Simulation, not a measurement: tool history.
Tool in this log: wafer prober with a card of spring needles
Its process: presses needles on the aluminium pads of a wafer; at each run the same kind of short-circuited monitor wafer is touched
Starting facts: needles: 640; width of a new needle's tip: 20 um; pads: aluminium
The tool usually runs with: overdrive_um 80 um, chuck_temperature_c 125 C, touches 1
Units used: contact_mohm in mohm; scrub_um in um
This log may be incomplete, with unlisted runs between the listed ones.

| run | hour | overdrive_um | chuck_temperature_c | touches | contact_mohm | scrub_um |
|---|---|---|---|---|---|---|
| 1 | 0.0 | 80 | 125 | 1 | 297 | 19.726 |
| 2 | 13.3 | 80 | 125 | 1 | 381 | 19.716 |
| 3 | 26.4 | 80 | 125 | 1 | 408 | 19.738 |
|  | 33.6 | tips cleaned on abrasive film |
| 4 | 35.9 | 80 | 125 | 1 | 323 | 19.705 |
| 5 | 46.0 | 80 | 125 | 1 | 362 | 19.698 |
| 6 | 55.8 | 80 | 125 | 1 | 402 | 19.719 |
|  | 67.2 | tips cleaned on abrasive film |
| 7 | 69.1 | 80 | 125 | 2 | 302 | 19.700 |
|  | 70.0 | height of the first contact set anew |
| 8 | 80.0 | 80 | 125 | 1 | 378 | 19.689 |
| 9 | 86.7 | 61 | 30 | 2 | 392 | 15.017 |
| 10 | 92.3 | 61 | 31 | 3 | 341 | 14.999 |
| 11 | 99.2 | 68 | 43 | 1 | 454 | 16.734 |
|  | 100.9 | tips cleaned on abrasive film |
| 12 | 108.8 | 80 | 89 | 1 | 348 | 19.674 |
| 13 | 116.5 | 80 | 89 | 2 | 346 | 19.686 |
| 14 | 122.8 | 80 | 118 | 2 | 353 | 19.674 |
| 15 | 133.4 | 73 | 89 | 1 | 438 | 17.965 |
|  | 135.0 | height of the first contact set anew, once more |
|  | 135.1 | tips cleaned on abrasive film |
| 16 | 143.5 | 73 | 89 | 1 | 363 | 18.006 |

Forecast each of these 3 alternatives for the next run:
| A | 149.2 | 70 | 119 | 1 | ? | ? |
| B | 149.2 | 81 | 28 | 1 | ? | ? |
| C | 149.2 | 71 | 125 | 1 | ? | ? |

| run | contact_mohm | scrub_um |
|---|---|---|
| A | 409 | 17.263 |
| B | 365 | 19.981 |
| C | 405 | 17.509 |
With the hidden condition removed and each run's random variation left untouched, the same runs would have given:
| run | contact_mohm | scrub_um |
|---|---|---|
| A | 291 | 17.272 |
| B | 259 | 19.990 |
| C | 292 | 17.518 |
